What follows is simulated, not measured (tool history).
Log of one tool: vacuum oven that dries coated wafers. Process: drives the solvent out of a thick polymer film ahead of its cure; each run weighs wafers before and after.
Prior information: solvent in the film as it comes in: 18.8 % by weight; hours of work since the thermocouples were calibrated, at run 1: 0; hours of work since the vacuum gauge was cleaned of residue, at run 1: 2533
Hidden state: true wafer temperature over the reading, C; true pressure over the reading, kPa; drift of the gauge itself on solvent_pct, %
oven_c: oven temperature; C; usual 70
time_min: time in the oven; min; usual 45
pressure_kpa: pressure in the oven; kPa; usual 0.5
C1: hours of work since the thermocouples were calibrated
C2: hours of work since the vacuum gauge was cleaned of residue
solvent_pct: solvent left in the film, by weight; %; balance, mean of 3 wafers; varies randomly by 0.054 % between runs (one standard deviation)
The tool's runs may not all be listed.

Run 1, day 0: usual settings; C1 0; C2 2533. Result: solvent_pct 2.44 %.
Run 2, day 3.9: usual settings but oven_c 73 C; C1 54; C2 2587. Result: solvent_pct 1.69 %.
Run 3, day 8.592: usual settings but oven_c 73 C; C1 119; C2 2652. Result: solvent_pct 1.74 %.
Run 4, day 11.146: usual settings but oven_c 73 C; C1 154; C2 2687. Result: solvent_pct 1.77 %.
Run 5, day 13.912: usual settings but oven_c 73 C; C1 192; C2 2725. Result: solvent_pct 1.75 %.
At day 14.367: oven's thermocouples calibrated.
Run 6, day 16.604: usual settings but oven_c 73 C; C1 31; C2 2761. Result: solvent_pct 1.88 %.
Run 7, day 19.971: usual settings but time_min 27 min; C1 77; C2 2808. Result: solvent_pct 5.3 %.
Run 8, day 22.8: usual settings but time_min 30 min, pressure_kpa 1.354 kPa; C1 117; C2 2847. Result: solvent_pct 5.06 %.
Run 9, day 27.362: usual settings but time_min 28 min; C1 180; C2 2910. Result: solvent_pct 5.12 %.
At day 31.612: oven's thermocouples calibrated, once more.
Run 10, day 32.8: usual settings but oven_c 84 C, time_min 23 min, pressure_kpa 0.369 kPa; C1 16; C2 2984. Result: solvent_pct 1.12 %.
Run 11, day 38.262: usual settings but oven_c 84 C, time_min 23 min, pressure_kpa 0.369 kPa; C1 92; C2 3059. Result: solvent_pct 1.11 %.
Run 12, day 40.546: usual settings but oven_c 84 C, time_min 65 min, pressure_kpa 0.369 kPa; C1 123; C2 3091. Result: solvent_pct 0.28 %.
Run 13, day 43.6: usual settings but oven_c 78 C, time_min 62 min, pressure_kpa 0.425 kPa; C1 166; C2 3133. Result: solvent_pct 0.41 %.

Branching from run 13: 5 alternative next runs. What would each branch give?
Run A, day 46.929: usual settings but oven_c 71 C, time_min 24 min, pressure_kpa 0.716 kPa; C1 212; C2 3179. Result: solvent_pct ?.
Run B, day 46.929: usual settings but oven_c 78 C, time_min 62 min, pressure_kpa 0.723 kPa; C1 212; C2 3179. Result: solvent_pct ?.
Run C, day 46.929: usual settings but oven_c 78 C, time_min 62 min, pressure_kpa 1.248 kPa; C1 212; C2 3179. Result: solvent_pct ?.
Run D, day 46.929: usual settings but oven_c 82 C, time_min 33 min, pressure_kpa 1.102 kPa; C1 212; C2 3179. Result: solvent_pct ?.
Run E, day 46.929: usual settings but time_min 51 min, pressure_kpa 0.433 kPa; C1 212; C2 3179. Result: solvent_pct ?.

run  solvent_pct
  A         5.25
  B         0.64
  C         0.73
  D         1.01
  E         2.03
With no hidden state in the tool, these same runs would have given:
run  solvent_pct
  A         4.83
  B         0.35
  C         0.45
  D         0.74
  E         1.58
